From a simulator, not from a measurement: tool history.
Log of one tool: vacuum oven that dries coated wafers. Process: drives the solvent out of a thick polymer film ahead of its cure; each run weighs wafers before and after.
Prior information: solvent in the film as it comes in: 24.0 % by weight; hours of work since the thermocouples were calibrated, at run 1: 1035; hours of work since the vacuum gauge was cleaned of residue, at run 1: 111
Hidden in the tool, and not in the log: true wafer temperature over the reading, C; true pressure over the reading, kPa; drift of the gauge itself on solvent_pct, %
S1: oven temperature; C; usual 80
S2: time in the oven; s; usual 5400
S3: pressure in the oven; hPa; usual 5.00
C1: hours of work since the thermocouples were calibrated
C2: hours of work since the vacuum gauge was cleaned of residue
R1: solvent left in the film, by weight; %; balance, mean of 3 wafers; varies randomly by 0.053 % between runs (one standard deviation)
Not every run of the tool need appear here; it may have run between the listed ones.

run   hour  S1    S2     S3    C1   C2     R1
  1    0.0  80  5400   5.00  1035  111   2.17
  2   25.5  80  5400   5.00  1052  128   2.16
  3   48.8  80  5400   5.00  1068  144   2.17
  4   73.6  80  5400   5.00  1084  160   2.14
  5   98.2  80  5400   5.00  1101  176   2.29
  6  109.6  80  5400   5.00  1108  184   2.28
  7  122.8  80  5400   5.00  1117  193   2.24
  8  140.2  80  5400   5.00  1129  204   2.20
  9  160.3  89  5400   5.00  1142  218   0.69
 10  180.3  80  5400   5.00  1155  231   2.26
     184.3  -- oven's thermocouples calibrated
 11  197.1  80  5400   5.00     9  241   2.63
 12  210.7  80  5400   5.00    18  250   2.59
 13  227.2  80  7860   5.00    29  261   1.27
 14  241.7  80  5400   5.00    38  271   2.60
     245.4  -- oven's thermocouples calibrated, once more
 15  254.9  80  5400   5.00     6  278   1.76
 16  274.2  80  5400   3.51    19  291   1.74
 17  286.0  80  5400   7.63    27  299   1.91
 18  305.0  88  3960   3.07    40  311   1.22
 19  324.1  68  2760   3.07    52  324  10.10
 20  345.1  78  8700   6.80    66  338   0.91
 21  360.4  80  3900   3.42    77  348   3.33
 22  374.2  88  2940   3.42    86  358   2.36
 23  397.1  69  6540   5.81   101  373   4.28
 24  408.4  69  6540   5.81   109  380   4.25
 25  424.5  68  5400   8.22   119  391   6.19
 26  435.0  91  5400   8.22   126  398   0.41
 27  452.7  91  5400   8.22   138  410   0.43
 28  463.9  69  2700   5.00   145  417  10.42
 29  488.5  82  5340   5.00   162  434   1.47
 30  511.3  70  4200   5.00   177  449   6.78
 31  529.8  80  3240  11.25   189  461   4.76
 32  544.1  80  3240  11.25   199  471   4.78
 33  556.8  80  3960   3.93   207  479   3.34
 34  570.7  80  3960   3.93   217  488   3.22

Below, each run's measurement less what the same run would have read without the hidden state. Both values contain the same run-to-run variation, but the gauge's scatter may not be the same in both:
run     R1
  1  +0.47
  2  +0.49
  3  +0.50
  4  +0.50
  5  +0.50
  6  +0.52
  7  +0.52
  8  +0.54
  9  +0.19
 10  +0.55
 11  +0.89
 12  +0.88
 13  +0.48
 14  +0.91
 15  +0.08
 16  +0.10
 17  +0.10
 18  +0.08
 19  +0.18
 20  +0.09
 21  +0.16
 22  +0.14
 23  +0.22
 24  +0.23
 25  +0.26
 26  +0.06
 27  +0.05
 28  +0.26
 29  +0.15
 30  +0.31
 31  +0.27
 32  +0.28
 33  +0.25
 34  +0.27

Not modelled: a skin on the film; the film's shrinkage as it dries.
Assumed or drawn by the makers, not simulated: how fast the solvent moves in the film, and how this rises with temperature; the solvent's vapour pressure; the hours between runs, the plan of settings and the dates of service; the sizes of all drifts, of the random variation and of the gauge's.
